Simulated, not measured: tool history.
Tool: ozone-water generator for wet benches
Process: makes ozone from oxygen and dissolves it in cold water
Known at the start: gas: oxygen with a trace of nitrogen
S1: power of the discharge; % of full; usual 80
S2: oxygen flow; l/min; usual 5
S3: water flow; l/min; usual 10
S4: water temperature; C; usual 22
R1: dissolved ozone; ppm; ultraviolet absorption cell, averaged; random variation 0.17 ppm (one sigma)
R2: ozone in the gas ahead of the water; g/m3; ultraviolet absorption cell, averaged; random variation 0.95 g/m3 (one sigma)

run    hour  S1    S2  S3  S4    R1     R2
  1       0  80     5  10  22  19.8    151
       39.7  -- water thermometer calibrated
  2   122.7  80     5  10  28  17.3  150.5
  3   206.4  80     5  10  28  17.3  151.9
      266.4  -- contactor cleaned
  4   307.4  80     5  10  28  16.8  152.3
  5   410.2  80     5   8  22  21.5  150.3
  6   537.2  80     5   8  22  21.5  149.2
      561.5  -- contactor cleaned, once more
  7   617.2  80  8.69  10  22  19.9  125.8
  8   703.2  80  8.69  10  22  19.9  125.2
  9   812.7  80  8.69  10  22  19.9  123.7
 10   875.5  80     5  10  22  19.9    148
 11   999.6  80     5  10  22  20.1  147.9
 12  1070.9  80  7.42  10  22  20.1  131.1
 13  1175.5  80  7.42  10  22    20  129.8
 14  1262.5  68  4.52  10  22  17.4  135.1
 15  1391.9  80  3.15   7  24  23.3    171
 16  1516.8  54     5   6  22  19.3  110.3
 17  1618.8  73  7.68  10  23  17.7    119
 18  1728.1  47  2.59   9  14  15.2  122.5
 19  1839.5  55  5.21   8  30  14.1  109.4
 20  1941.2  82     5  10  22  19.8  147.9
 21  2056.3  80  6.86  10  22  19.6  131.5
 22  2132.4  74  4.01   9  23    19  147.3
 23  2231.4  74  4.01   9  23    19  147.4
 24  2353.3  74  4.01   9  23  18.7  147.1
 25  2449.4  74  4.01   9  23  18.9  146.2
 26  2551.6  80  5.65   8  16  24.8  138.1

Some steps in R1 between neighbouring runs. How much of each would the tool show without its hidden state too (settings, what came in, random variation), and how much is left for the hidden state, with any gauge scatter that isn't in both results?
The hidden state here: yield of the discharge, % of new electrodes'; contactor's efficiency, % of a clean one's; true water temperature over the reading, C; drift of the gauge itself on ozone_ppm, %; drift of the gauge itself on gas_g_m3, %.
Run 6 -> 7: S2 5 -> 8.69, S3 8 -> 10, contactor cleaned, once more. R1 -1.6 ppm: hidden state +1.7, all else -3.3.
Run 14 -> 15: S1 68 -> 80, S2 4.52 -> 3.15, S3 10 -> 7, S4 22 -> 24. R1 +5.9 ppm: hidden state -0.8, all else +6.7.
Run 19 -> 20: S1 55 -> 82, S2 5.21 -> 5, S3 8 -> 10, S4 30 -> 22. R1 +5.7 ppm: hidden state -1.2, all else +6.9.
Run 25 -> 26: S1 74 -> 80, S2 4.01 -> 5.65, S3 9 -> 8, S4 23 -> 16. R1 +5.9 ppm: hidden state -1, all else +6.9.
